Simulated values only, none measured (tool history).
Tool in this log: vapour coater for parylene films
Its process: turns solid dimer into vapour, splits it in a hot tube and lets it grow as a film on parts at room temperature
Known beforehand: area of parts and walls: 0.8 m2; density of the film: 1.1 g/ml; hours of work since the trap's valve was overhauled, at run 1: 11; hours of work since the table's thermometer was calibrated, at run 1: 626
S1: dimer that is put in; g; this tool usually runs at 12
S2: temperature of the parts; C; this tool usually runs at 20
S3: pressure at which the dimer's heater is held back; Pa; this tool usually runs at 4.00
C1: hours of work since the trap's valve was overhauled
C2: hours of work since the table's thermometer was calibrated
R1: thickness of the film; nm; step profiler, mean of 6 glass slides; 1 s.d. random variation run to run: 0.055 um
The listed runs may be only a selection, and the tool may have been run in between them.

Run 1, hour 0.0: usual settings; C1 11; C2 626. Result: R1 11330 nm.
Run 2, hour 22.3: usual settings but S1 8 g; C1 23; C2 638. Result: R1 7500 nm.
Run 3, hour 50.4: usual settings; C1 38; C2 653. Result: R1 11240 nm.
Run 4, hour 72.6: usual settings but S3 8.61 Pa; C1 50; C2 664. Result: R1 9780 nm.
Run 5, hour 86.2: usual settings but S3 8.61 Pa; C1 57; C2 672. Result: R1 9660 nm.
Run 6, hour 103.2: usual settings but S3 8.61 Pa; C1 66; C2 681. Result: R1 9800 nm.
Run 7, hour 130.2: usual settings but S3 8.61 Pa; C1 80; C2 695. Result: R1 9780 nm.
Run 8, hour 160.0: usual settings but S2 14 C; C1 96; C2 711. Result: R1 12480 nm.
Run 9, hour 181.4: usual settings but S2 14 C; C1 108; C2 723. Result: R1 12480 nm.
Run 10, hour 209.3: usual settings but S2 14 C; C1 123; C2 737. Result: R1 12400 nm.
Run 11, hour 237.9: usual settings but S1 9 g, S2 19 C, S3 4.75 Pa; C1 138; C2 753. Result: R1 8190 nm.
Run 12, hour 255.1: usual settings but S1 15 g, S2 22 C, S3 3.17 Pa; C1 147; C2 762. Result: R1 13970 nm.
Run 13, hour 274.4: usual settings but S3 11.52 Pa; C1 157; C2 772. Result: R1 9190 nm.
Run 14, hour 288.5: usual settings but S1 9 g, S2 14 C; C1 165; C2 780. Result: R1 9300 nm.
Run 15, hour 303.4: usual settings but S1 9 g, S2 14 C; C1 173; C2 788. Result: R1 9240 nm.
Run 16, hour 330.2: usual settings but S1 18 g; C1 187; C2 802. Result: R1 16560 nm.
Run 17, hour 357.0: usual settings but S1 18 g; C1 201; C2 816. Result: R1 16420 nm.
At hour 362.9: gauge calibrated.
Run 18, hour 388.1: usual settings but S2 31 C; C1 218; C2 833. Result: R1 9160 nm.
Run 19, hour 403.2: usual settings but S3 4.15 Pa; C1 226; C2 841. Result: R1 11180 nm.
Run 20, hour 417.6: usual settings but S1 6 g, S2 24 C, S3 2.85 Pa; C1 234; C2 849. Result: R1 5510 nm.

What would each run have given without the hidden state, its run-to-run variation left as it was?
Hidden state at play: vapour lost through the trap's worn valve, %; true temperature of the parts over the reading, C; drift of the gauge itself on film_um, %.
run     R1
  1  11330
  2   7520
  3  11290
  4   9840
  5   9730
  6   9880
  7   9890
  8  12640
  9  12660
 10  12610
 11   8350
 12  14250
 13   9390
 14   9510
 15   9460
 16  16990
 17  16880
 18   9210
 19  11250
 20   5560
